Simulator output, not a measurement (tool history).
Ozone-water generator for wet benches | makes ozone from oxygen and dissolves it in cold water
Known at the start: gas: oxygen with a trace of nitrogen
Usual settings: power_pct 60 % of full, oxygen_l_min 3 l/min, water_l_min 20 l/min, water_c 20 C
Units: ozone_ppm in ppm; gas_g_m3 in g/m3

run	hour	power_pct	oxygen_l_min	water_l_min	water_c	ozone_ppm	gas_g_m3
1	0	60	3	20	20	12.3	150.1
2	25.4	60	3	20	20	11.6	151
3	54.1	60	3	20	20	11.9	151.1
4	80.9	80	3	20	20	15.1	193.6
5	126.7	80	3	20	20	15.1	191
6	179.2	60	3	20	20	11.8	151.9
7	233.1	60	3	26	20	9.5	152.6
8	293.1	60	3	26	20	9.4	150.4
9	320.2	96	3	18	20	19.3	224.1
10	377.8	60	3	19	23	11.9	150.6
11	435.7	52	3	15	20	13.3	134.4
12	496.8	42	4.37	20	23	9.3	97
13	554.4	43	4.37	19	23	9.8	99.5
14	586	88	4.5	15	19	22.4	178.1
15	630	88	4.5	15	19	22.4	178.8

4 ways to go on from here, each from the tool as it stands after run 15. What would each give?
A	678	60	3	27	20	?	?
B	678	60	3.18	20	20	?	?
C	678	92	4.5	15	17	?	?
D	678	91	3	20	20	?	?

run	ozone_ppm	gas_g_m3
A	8.9	150
B	11.9	146.5
C	24	185.8
D	16.5	214.1
Without the tool's hidden state the same runs would have given:
run	ozone_ppm	gas_g_m3
A	9.6	152.1
B	12.8	148.5
C	25.8	189.5
D	17.9	218.3
